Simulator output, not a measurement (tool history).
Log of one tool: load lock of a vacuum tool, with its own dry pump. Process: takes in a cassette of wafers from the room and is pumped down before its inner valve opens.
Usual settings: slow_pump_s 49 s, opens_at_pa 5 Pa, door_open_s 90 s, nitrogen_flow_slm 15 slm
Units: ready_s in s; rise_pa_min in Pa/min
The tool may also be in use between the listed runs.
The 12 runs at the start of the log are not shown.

run    hour  slow_pump_s  opens_at_pa  door_open_s  nitrogen_flow_slm  incoming humidity of the room's air, %  ready_s  rise_pa_min
 13   843.0           49            5           90                 15                                    38.3    111.7        0.046
 14   930.6           49            5           90                 15                                    45.6    110.8        0.050
 15  1020.1           90            5           90                 15                                    44.9    144.8        0.052
 16  1104.5           90            5           90                 15                                    42.9    142.7        0.055
 17  1158.4           90            5           90                 15                                    40.1    143.4        0.050
 18  1258.7           90            5           90                 15                                    42.4    145.5        0.051
 19  1321.6           90            5           90                 15                                    43.3    143.6        0.050
 20  1399.9           49            8           43                 15                                    44.0    108.7        0.050
 21  1490.9           65            4          112                 15                                    45.6    124.8        0.064
 22  1581.9           65            4          112                 15                                    46.9    126.6        0.064
 23  1692.3           25            5           35                  7                                    44.5     92.5        0.049
 24  1753.2           25            4           28                  7                                    44.9     95.7        0.048

Run 25 comes next. What will it give?
 25  1815.7           30            4          107                  5                                    44.1        ?            ?

Run 25 measured ready_s 98.9 s, rise_pa_min 0.087 Pa/min.
Minus the tool's unlogged condition, the same run would have read ready_s 96.0 s, rise_pa_min 0.061 Pa/min.
